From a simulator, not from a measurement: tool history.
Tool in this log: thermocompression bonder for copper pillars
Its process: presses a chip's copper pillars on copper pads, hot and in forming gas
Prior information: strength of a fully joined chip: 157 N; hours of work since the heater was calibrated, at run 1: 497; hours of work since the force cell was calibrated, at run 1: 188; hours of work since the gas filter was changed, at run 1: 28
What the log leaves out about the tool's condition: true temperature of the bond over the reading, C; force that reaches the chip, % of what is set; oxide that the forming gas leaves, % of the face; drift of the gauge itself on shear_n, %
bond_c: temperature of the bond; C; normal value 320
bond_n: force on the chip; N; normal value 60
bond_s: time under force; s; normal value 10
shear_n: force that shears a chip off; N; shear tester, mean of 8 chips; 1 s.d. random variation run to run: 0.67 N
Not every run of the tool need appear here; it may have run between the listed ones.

run	hour	bond_c	bond_n	bond_s	hours of work since the heater was calibrated	hours of work since the force cell was calibrated	hours of work since the gas filter was changed	shear_n
1	0	320	60	10	497	188	28	51.8
2	15.3	320	60	10	506	197	37	51
3	22.6	320	60	10	511	202	42	51.2
4	29.3	320	60	10	515	206	46	51.9
5	42.2	320	60	10	523	214	54	51.5
6	51.2	320	60	10	528	219	59	49.9
7	61	320	60	10	534	225	65	51
8	74.8	320	60	10	543	234	74	49.3
9	81.9	320	60	10	547	238	78	49.9
10	96.6	320	60	10	556	247	87	50
11	105.8	320	60	11	562	253	93	51.3
12	119.8	320	60	11	570	261	101	50.4
13	131.9	320	60	8	578	269	109	44.2
14	147	320	60	6	587	278	118	38.6
15	161.7	320	60	6	596	287	127	39.5
16	171.7	320	60	6	602	293	133	38.5
17	186.3	312	60	10	611	302	142	43.8
18	196.1	312	60	10	617	308	148	42.6
# hour 198.9: heater calibrated with a thermocouple chip
19	207.3	320	60	10	5	314	154	44.7
20	222.4	323	60	10	14	323	163	47.3
21	235.4	323	60	10	22	331	171	46.3
22	244.4	323	60	14	28	336	176	53.5
23	253.2	323	60	14	33	342	182	52.8
24	264.6	323	60	14	40	349	189	52.2
# hour 269.3: heater calibrated with a thermocouple chip, once more
# hour 269.8: forming gas filter changed
25	281	323	60	14	7	357	7	64.3
26	290.4	323	60	14	13	363	13	63.8
27	299.8	297	36	24	18	369	18	39.3
28	310.4	339	36	19	25	375	25	58.8
29	323.2	339	36	19	33	383	33	58.1
30	332.5	339	36	19	38	389	38	57.6
31	344	307	60	10	45	396	45	45.9
32	351.3	309	60	10	50	400	50	46.5
33	366.2	299	36	11	59	409	59	27.8
34	378.3	307	60	18	66	417	66	56.7
35	390.1	292	40	17	74	424	74	33
36	400.8	299	76	10	80	431	80	48.1
37	407.7	345	75	6	85	435	85	65
38	421.7	345	75	6	93	443	93	65.1
39	432.5	345	75	6	100	450	100	63.3
40	440	335	78	8	104	455	104	66
41	452.7	335	78	8	112	462	112	65.8

Here are 3 independent what-if runs from the current tool condition. What would each one return?
A	467.4	320	40	20	121	471	121	?
B	467.4	316	51	10	121	471	121	?
C	467.4	307	60	15	121	471	121	?

run	shear_n
A	50
B	42.4
C	51.8
Without the tool's unlogged condition, the same runs would have read:
run	shear_n
A	55.7
B	47.5
C	57.8

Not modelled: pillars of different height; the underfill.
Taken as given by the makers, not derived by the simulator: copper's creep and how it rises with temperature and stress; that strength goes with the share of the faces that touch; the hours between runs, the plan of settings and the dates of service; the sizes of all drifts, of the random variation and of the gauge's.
